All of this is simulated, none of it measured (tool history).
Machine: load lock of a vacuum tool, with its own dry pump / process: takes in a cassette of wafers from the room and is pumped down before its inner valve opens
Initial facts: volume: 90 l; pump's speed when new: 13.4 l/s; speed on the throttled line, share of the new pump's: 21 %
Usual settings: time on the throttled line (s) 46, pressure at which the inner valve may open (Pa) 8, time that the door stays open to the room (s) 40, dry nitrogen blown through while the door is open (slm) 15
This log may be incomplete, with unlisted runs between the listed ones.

| run | hour | time on the throttled line (s) | pressure at which the inner valve may open (Pa) | time that the door stays open to the room (s) | dry nitrogen blown through while the door is open (slm) | incoming humidity of the room's air, % | time from the closed door until the inner valve may open (s) | rise of the pressure with all valves shut (Pa/min) |
|---|---|---|---|---|---|---|---|---|
| 1 | 0 | 46 | 8 | 40 | 15 | 45 | 100.8 | 0.447 |
| 2 | 268.6 | 65 | 8 | 40 | 15 | 44.5 | 116.3 | 0.455 |
| 3 | 573.1 | 29 | 8 | 40 | 15 | 43.8 | 86.5 | 0.474 |
| 4 | 760.9 | 29 | 8 | 40 | 15 | 48.3 | 85.9 | 0.494 |
| 5 | 1078.8 | 46 | 8 | 40 | 15 | 44.8 | 100.1 | 0.518 |
| 6 | 1341.3 | 46 | 8 | 40 | 15 | 43.2 | 102 | 0.535 |
| 7 | 1660.7 | 46 | 8 | 40 | 15 | 46.2 | 102.5 | 0.56 |
| 8 | 1956.5 | 74 | 8 | 40 | 15 | 48.1 | 123 | 0.579 |
|  | 2015.1 | door's seal changed, seat wiped |
| 9 | 2199.9 | 46 | 9 | 40 | 15 | 46.5 | 100 | 0.016 |
| 10 | 2360.6 | 46 | 9 | 40 | 15 | 43.7 | 100.6 | 0.014 |
| 11 | 2657.8 | 46 | 9 | 40 | 15 | 41.8 | 101.6 | 0.025 |
| 12 | 2941.4 | 46 | 9 | 40 | 15 | 46.6 | 100.9 | 0.027 |
| 13 | 3169.2 | 46 | 9 | 40 | 15 | 46.4 | 100.1 | 0.031 |
| 14 | 3305.7 | 46 | 9 | 40 | 15 | 48.4 | 100.5 | 0.032 |
| 15 | 3493.4 | 46 | 9 | 43 | 15 | 42.9 | 100.2 | 0.039 |
| 16 | 3691.1 | 46 | 9 | 43 | 15 | 44.4 | 101.2 | 0.04 |
| 17 | 3864.8 | 46 | 9 | 43 | 15 | 42 | 100.2 | 0.046 |

Forecast run 18:
| 18 | 4062.7 | 46 | 9 | 43 | 15 | 45.9 | ? | ? |

{"run 18": {"time from the closed door until the inner valve may open (s)": 100.9, "rise of the pressure with all valves shut (Pa/min)": 0.051}}
With no hidden state in the tool, this same run would have given time from the closed door until the inner valve may open (s) 99.4, rise of the pressure with all valves shut (Pa/min) 0.011.
